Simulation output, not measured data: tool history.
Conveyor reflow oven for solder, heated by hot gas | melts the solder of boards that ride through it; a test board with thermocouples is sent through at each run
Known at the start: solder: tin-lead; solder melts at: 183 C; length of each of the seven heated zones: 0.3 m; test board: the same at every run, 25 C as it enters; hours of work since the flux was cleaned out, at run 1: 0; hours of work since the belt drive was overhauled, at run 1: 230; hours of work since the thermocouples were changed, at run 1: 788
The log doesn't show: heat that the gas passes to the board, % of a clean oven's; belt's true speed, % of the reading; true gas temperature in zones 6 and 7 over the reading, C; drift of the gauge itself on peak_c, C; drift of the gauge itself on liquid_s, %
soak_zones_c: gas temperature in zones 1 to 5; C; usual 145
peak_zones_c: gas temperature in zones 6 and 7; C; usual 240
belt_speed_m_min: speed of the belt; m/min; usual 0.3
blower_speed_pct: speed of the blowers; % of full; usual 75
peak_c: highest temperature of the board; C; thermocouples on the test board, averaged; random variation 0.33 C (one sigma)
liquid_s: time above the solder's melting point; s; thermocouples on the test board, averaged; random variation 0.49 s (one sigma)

run,hour,soak_zones_c,peak_zones_c,belt_speed_m_min,blower_speed_pct,hours of work since the flux was cleaned out,hours of work since the belt drive was overhauled,hours of work since the thermocouples were changed,peak_c,liquid_s
1,0,145,240,0.3,75,0,230,788,230.9,108.8
2,49.9,145,234,0.3,75,21,250,808,225.4,104.1
3,125.9,145,234,0.3,75,52,282,840,225.8,103.6
4,194.8,145,240,0.3,75,80,310,868,231,109.5
5,234,145,240,0.3,75,96,326,884,231.1,109.8
6,320.8,145,240,0.3,75,132,362,920,230.8,109
7,393.4,145,240,0.3,75,162,392,950,230.8,109.7
# hour 422.2: thermocouples of zones 6 and 7 changed
8,487.9,145,240,0.3,59,200,430,27,224.1,102.2
9,575.1,145,240,0.3,75,236,466,63,228,106.7
10,633.3,145,240,0.3,75,260,490,87,228,107.7
11,700.3,145,240,0.3,75,288,518,115,227.8,106.2
12,777.7,145,240,0.3,75,320,550,147,228.1,108.2
13,856.9,145,240,0.3,75,352,582,179,228.1,107.8
14,899.1,145,240,0.3,75,370,600,197,228.2,107.4
15,993.4,155,240,0.3,75,409,639,235,229.4,114.9
# hour 1048.5: flux residue cleaned out of gas plates and filters
16,1086.2,155,240,0.3,75,16,675,272,230.3,116.3
17,1170.6,160,241,0.274,52,50,710,306,228.9,130.5
18,1241.6,160,241,0.274,52,80,739,336,228.8,129.2

Forecast run 19:
19,1326.2,144,240,0.332,75,115,774,371,?,?

{"run 19": {"peak_c": 226.2, "liquid_s": 94.8}}
Without the tool's hidden state the same run would have given peak_c 224.7 C, liquid_s 91.7 s.
